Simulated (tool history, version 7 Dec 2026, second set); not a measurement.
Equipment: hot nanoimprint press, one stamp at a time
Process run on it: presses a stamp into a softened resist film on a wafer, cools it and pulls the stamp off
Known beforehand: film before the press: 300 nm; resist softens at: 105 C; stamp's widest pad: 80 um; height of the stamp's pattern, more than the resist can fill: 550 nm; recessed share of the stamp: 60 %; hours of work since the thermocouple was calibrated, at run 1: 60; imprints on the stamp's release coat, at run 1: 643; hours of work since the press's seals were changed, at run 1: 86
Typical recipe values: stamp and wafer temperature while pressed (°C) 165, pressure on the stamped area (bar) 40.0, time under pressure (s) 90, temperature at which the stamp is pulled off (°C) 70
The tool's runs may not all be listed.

run   hour  stamp and wafer temperature while pressed (°C)  pressure on the stamped area (bar)  time under pressure (s)  temperature at which the stamp is pulled off (°C)  hours of work since the thermocouple was calibrated  imprints on the stamp's release coat  hours of work since the press's seals were changed  resist left under the stamp's widest pad (angstrom)  greatest force while the stamp is pulled off (N)
  1    0.0                                             165                                40.0                       90                                                 70                                                   60                                   643                                                  86                                                 1195                                               280
  2   11.2                                             165                                40.0                       90                                                 70                                                   68                                   672                                                  94                                                 1205                                               290
  3   19.6                                             165                                40.0                       46                                                 70                                                   74                                   694                                                 100                                                 1545                                               297
  4   27.3                                             165                                40.0                       46                                                 70                                                   79                                   714                                                 105                                                 1554                                               286
  5   32.3                                             165                                40.0                       46                                                 70                                                   82                                   726                                                 109                                                 1548                                               298
  6   43.6                                             165                                40.0                       46                                                 70                                                   90                                   756                                                 117                                                 1527                                               305
  7   49.8                                             165                                40.0                       46                                                 70                                                   95                                   771                                                 121                                                 1539                                               292
  8   59.6                                             165                                40.0                       90                                                 65                                                  102                                   797                                                 128                                                 1190                                               311
  9   69.6                                             165                                40.0                       90                                                 65                                                  109                                   823                                                 135                                                 1184                                               313
 10   76.0                                             165                                40.0                       90                                                 66                                                  113                                   839                                                 139                                                 1184                                               321
 11   84.7                                             165                                40.0                       90                                                 66                                                  119                                   861                                                 145                                                 1183                                               319
 12   95.3                                             165                                40.0                       90                                                 66                                                  126                                   889                                                 153                                                 1188                                               320
 13  101.8                                             165                                40.0                       90                                                 66                                                  131                                   905                                                 157                                                 1180                                               321
 14  112.5                                             165                                40.0                       90                                                 66                                                  138                                   933                                                 165                                                 1165                                               321
 15  118.2                                             165                                40.0                       90                                                 66                                                  142                                   948                                                 169                                                 1164                                               317
 16  125.7                                             165                                40.0                       90                                                 66                                                  148                                   967                                                 174                                                 1163                                               324
 17  132.3                                             167                                40.0                       90                                                 66                                                  152                                   984                                                 178                                                 1045                                               330
     140.9  -- stamp cleaned and given a new release coat
 18  145.3                                             160                                40.0                       90                                                 73                                                  157                                    11                                                 183                                                 1571                                               220
 19  151.5                                             160                                40.0                       90                                                 73                                                  162                                    27                                                 188                                                 1580                                               220
 20  160.5                                             162                                29.6                       46                                                 70                                                  168                                    50                                                 194                                                 1971                                               231
 21  166.4                                             162                                29.6                       46                                                 70                                                  172                                    65                                                 198                                                 1959                                               229
 22  175.7                                             157                                40.0                       87                                                 70                                                  178                                    89                                                 205                                                 1866                                               232
 23  183.5                                             156                                52.0                       79                                                 64                                                  184                                   110                                                 210                                                 1844                                               253
 24  192.7                                             161                                52.0                      142                                                 55                                                  190                                   133                                                 216                                                 1093                                               262
 25  199.1                                             161                                52.0                      142                                                 55                                                  195                                   150                                                 221                                                 1096                                               264
 26  209.0                                             173                                31.8                       54                                                 77                                                  202                                   175                                                 228                                                  995                                               226
 27  220.0                                             173                                31.8                       54                                                 77                                                  209                                   203                                                 235                                                  999                                               220
 28  228.8                                             173                                31.8                       54                                                 77                                                  215                                   226                                                 242                                                  979                                               240
 29  239.7                                             154                                33.5                       59                                                 69                                                  223                                   254                                                 249                                                 2435                                               248
 30  247.3                                             154                                33.5                       59                                                 69                                                  228                                   274                                                 255                                                 2421                                               254
 31  255.7                                             175                                47.4                       59                                                 75                                                  234                                   295                                                 260                                                  703                                               238

Some steps in resist left under the stamp's widest pad (angstrom) between neighbouring runs. How much of each would the tool show without its hidden state too (settings, what came in, random variation), and how much is left for the hidden state, with any gauge scatter that isn't in both results?
What the log doesn't record here: true temperature over the reading, C; pressure that arrives at the usual setting, %; grip of the stamp's worn release coat, % over a new coat's; drift of the gauge itself on residual_nm, %; drift of the gauge itself on pull_off_n, %.
Run 17 -> 18: stamp and wafer temperature while pressed (°C) 167 -> 160, temperature at which the stamp is pulled off (°C) 66 -> 73, stamp cleaned and given a new release coat. resist left under the stamp's widest pad (angstrom) +526: hidden state -14, all else +540.
Run 23 -> 24: stamp and wafer temperature while pressed (°C) 156 -> 161, time under pressure (s) 79 -> 142, temperature at which the stamp is pulled off (°C) 64 -> 55. resist left under the stamp's widest pad (angstrom) -751: hidden state +11, all else -762.
Run 28 -> 29: stamp and wafer temperature while pressed (°C) 173 -> 154, pressure on the stamped area (bar) 31.8 -> 33.5, time under pressure (s) 54 -> 59, temperature at which the stamp is pulled off (°C) 77 -> 69. resist left under the stamp's widest pad (angstrom) +1456: hidden state -15, all else +1471.
Run 30 -> 31: stamp and wafer temperature while pressed (°C) 154 -> 175, pressure on the stamped area (bar) 33.5 -> 47.4, temperature at which the stamp is pulled off (°C) 69 -> 75. resist left under the stamp's widest pad (angstrom) -1718: hidden state +26, all else -1744.

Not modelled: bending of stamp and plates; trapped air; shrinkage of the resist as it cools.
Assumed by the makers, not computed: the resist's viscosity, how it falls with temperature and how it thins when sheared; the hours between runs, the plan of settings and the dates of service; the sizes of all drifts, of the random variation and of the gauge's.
